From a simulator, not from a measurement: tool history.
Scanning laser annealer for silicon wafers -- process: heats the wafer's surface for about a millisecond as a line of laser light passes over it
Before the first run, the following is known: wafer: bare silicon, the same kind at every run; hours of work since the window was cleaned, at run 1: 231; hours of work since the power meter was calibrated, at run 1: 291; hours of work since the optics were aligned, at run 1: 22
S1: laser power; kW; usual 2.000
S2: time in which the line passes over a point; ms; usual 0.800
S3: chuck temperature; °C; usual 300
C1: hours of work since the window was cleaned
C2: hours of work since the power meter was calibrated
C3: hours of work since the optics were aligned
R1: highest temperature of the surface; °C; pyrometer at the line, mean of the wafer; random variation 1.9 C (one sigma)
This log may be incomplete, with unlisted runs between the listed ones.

run	hour	S1	S2	S3	C1	C2	C3	R1
1	0.0	2.000	0.800	300	231	291	22	1077
2	47.4	2.000	0.800	300	262	322	53	1076
3	74.1	2.000	0.845	300	279	339	70	1090
4	114.0	2.000	0.800	300	305	365	96	1071
5	139.7	2.000	0.800	300	321	382	113	1074
6	184.2	2.000	0.800	300	350	410	142	1067
7	233.8	2.000	0.800	300	382	442	174	1068
8	282.5	2.000	0.800	300	414	474	205	1064
# hour 322.2: window over the wafer cleaned
9	322.2	2.000	0.800	300	0	498	230	1078
10	359.4	1.742	0.800	300	24	522	254	962
11	414.6	2.000	0.609	300	60	558	289	989
12	442.4	2.000	0.609	300	78	576	307	988
13	474.0	2.000	0.609	300	98	597	328	986
14	509.4	2.000	0.609	300	121	620	351	989
15	545.8	2.000	0.609	300	145	643	374	985
16	591.1	2.000	0.609	300	174	672	404	983
17	622.0	1.986	0.800	300	194	692	424	1063
18	670.2	1.986	0.800	300	225	724	455	1058
19	703.8	1.986	0.800	300	247	745	477	1057
20	752.0	1.986	0.800	300	278	777	508	1060
21	778.8	1.986	0.800	300	296	794	525	1057
22	816.4	1.989	0.839	308	320	818	550	1082
23	841.7	1.877	0.800	300	336	835	566	1006
24	890.3	1.877	0.800	300	368	866	597	1001
25	946.5	2.047	0.800	273	404	903	634	1050
26	998.1	1.923	0.748	331	438	936	667	1033
# hour 1003.7: window over the wafer cleaned
27	1052.2	1.923	0.748	331	31	970	701	1049
28	1081.7	1.923	0.863	333	50	989	720	1090
29	1127.3	1.923	0.863	333	80	1018	750	1092
30	1180.8	1.923	0.863	333	115	1053	784	1090
31	1215.6	2.133	0.792	292	137	1075	807	1114
32	1262.7	2.099	0.655	300	168	1106	837	1042

Run 33 is up next; what results do you expect?
33	1318.2	2.099	0.655	300	204	1142	873	?

R1: 1041 °C
If the tool had no hidden condition, the same run with the same run-to-run variation would have returned R1 1067 °C.
